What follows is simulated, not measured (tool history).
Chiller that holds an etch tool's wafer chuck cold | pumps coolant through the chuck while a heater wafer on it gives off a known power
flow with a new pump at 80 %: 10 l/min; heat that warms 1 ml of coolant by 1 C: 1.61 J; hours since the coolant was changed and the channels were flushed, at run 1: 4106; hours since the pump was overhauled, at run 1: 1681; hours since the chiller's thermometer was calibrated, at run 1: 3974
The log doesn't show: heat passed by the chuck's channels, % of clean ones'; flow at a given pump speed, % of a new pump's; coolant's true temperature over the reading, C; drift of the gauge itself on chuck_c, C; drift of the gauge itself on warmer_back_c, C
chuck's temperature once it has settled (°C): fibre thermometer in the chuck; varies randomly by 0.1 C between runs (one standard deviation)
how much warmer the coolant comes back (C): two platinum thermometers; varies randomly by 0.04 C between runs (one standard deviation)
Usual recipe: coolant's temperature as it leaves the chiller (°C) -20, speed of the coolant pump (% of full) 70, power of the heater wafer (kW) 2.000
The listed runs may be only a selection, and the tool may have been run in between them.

run    hour  coolant's temperature as it leaves the chiller (°C)  speed of the coolant pump (% of full)  power of the heater wafer (kW)  hours since the coolant was changed and the channels were flushed  hours since the pump was overhauled  hours since the chiller's thermometer was calibrated  chuck's temperature once it has settled (°C)  how much warmer the coolant comes back (C)
  1     0.0                                                  -20                                     70                           2.000                                                               4106                                 1681                                                  3974                                           4.6                                        9.19
  2    50.8                                                  -20                                     70                           2.000                                                               4156                                 1732                                                  4025                                           4.8                                        9.18
  3    88.4                                                  -20                                     70                           1.265                                                               4194                                 1769                                                  4062                                          -4.1                                        5.86
  4   122.8                                                  -20                                     70                           1.265                                                               4228                                 1804                                                  4097                                          -4.0                                        5.85
  5   182.0                                                  -20                                     70                           1.265                                                               4288                                 1863                                                  4156                                          -4.0                                        5.77
      220.3  -- coolant changed, channels flushed
  6   250.9                                                  -20                                     62                           2.000                                                                 31                                 1926                                                  4219                                           4.9                                       10.60
  7   287.4                                                  -20                                     62                           2.000                                                                 67                                 1962                                                  4255                                           5.0                                       10.56
  8   362.1                                                  -20                                     70                           2.000                                                                142                                 2037                                                  4330                                           3.0                                        9.27
  9   415.1                                                  -20                                     70                           2.000                                                                195                                 2090                                                  4383                                           2.9                                        9.24
      434.9  -- chiller's thermometer calibrated
 10   474.0                                                  -20                                     70                           2.000                                                                253                                 2148                                                    39                                           1.7                                        9.24
 11   526.8                                                  -21                                     70                           2.000                                                                305                                 2201                                                    92                                           0.9                                        9.30
 12   590.2                                                  -20                                     70                           1.601                                                                369                                 2264                                                   155                                          -2.3                                        7.54
 13   662.3                                                  -20                                     70                           1.601                                                                441                                 2336                                                   227                                          -2.1                                        7.48
 14   720.3                                                  -18                                     70                           1.601                                                                499                                 2394                                                   285                                          -0.3                                        7.51
 15   760.2                                                  -24                                     70                           1.601                                                                539                                 2434                                                   325                                          -6.1                                        7.51
 16   809.6                                                  -20                                     75                           2.000                                                                588                                 2484                                                   375                                           1.2                                        8.69
 17   875.1                                                  -29                                     84                           1.410                                                                654                                 2549                                                   440                                         -15.6                                        5.37
 18   914.6                                                  -29                                     87                           1.410                                                                693                                 2588                                                   480                                         -15.9                                        5.23
 19   967.6                                                  -20                                     70                           1.258                                                                746                                 2642                                                   533                                          -5.8                                        5.89
 20  1001.9                                                  -26                                     70                           2.000                                                                781                                 2676                                                   567                                          -3.6                                        9.39
 21  1046.6                                                  -26                                     74                           2.000                                                                825                                 2721                                                   612                                          -4.7                                        8.86
 22  1109.9                                                  -26                                     74                           2.000                                                                889                                 2784                                                   675                                          -4.4                                        8.91
 23  1168.2                                                  -26                                     74                           1.207                                                                947                                 2842                                                   733                                         -13.0                                        5.38
 24  1229.5                                                  -20                                     70                           1.000                                                               1008                                 2903                                                   795                                          -8.5                                        4.76
 25  1272.3                                                  -20                                     60                           1.028                                                               1051                                 2946                                                   837                                          -6.5                                        5.86
 26  1328.3                                                  -20                                     70                           1.110                                                               1107                                 3002                                                   893                                          -7.2                                        5.21
 27  1382.8                                                  -20                                     70                           1.110                                                               1162                                 3057                                                   948                                          -7.2                                        5.31
 28  1442.5                                                  -30                                     91                           1.309                                                               1221                                 3116                                                  1008                                         -18.0                                        4.62
 29  1496.4                                                  -27                                     72                           1.591                                                               1275                                 3170                                                  1062                                          -9.1                                        7.40
 30  1558.1                                                  -27                                     72                           1.591                                                               1337                                 3232                                                  1123                                          -9.0                                        7.34
 31  1607.1                                                  -27                                     72                           1.591                                                               1386                                 3281                                                  1172                                          -9.0                                        7.39
 32  1680.5                                                  -20                                     71                           2.860                                                               1459                                 3354                                                  1246                                          12.6                                       13.54

Consider 4 possible next runs. They are alternatives, not a sequence: every one starts from the tool as it was left by run 32. What does each give?
  A  1726.8                                                  -20                                     87                           1.991                                                               1505                                 3401                                                  1292                                             ?                                           ?
  B  1726.8                                                  -20                                     70                           2.464                                                               1505                                 3401                                                  1292                                             ?                                           ?
  C  1726.8                                                  -27                                     71                           1.220                                                               1505                                 3401                                                  1292                                             ?                                           ?
  D  1726.8                                                  -28                                     72                           2.000                                                               1505                                 3401                                                  1292                                             ?                                           ?

run  chuck's temperature once it has settled (°C)  how much warmer the coolant comes back (C)
  A                                          -0.8                                        7.45
  B                                           8.7                                       11.93
  C                                         -12.9                                        5.77
  D                                          -5.1                                        9.34
With the hidden condition removed and each run's random variation left untouched, the same runs would have given:
run  chuck's temperature once it has settled (°C)  how much warmer the coolant comes back (C)
  A                                          -3.0                                        6.72
  B                                           5.5                                       10.76
  C                                         -14.6                                        5.20
  D                                          -7.7                                        8.42
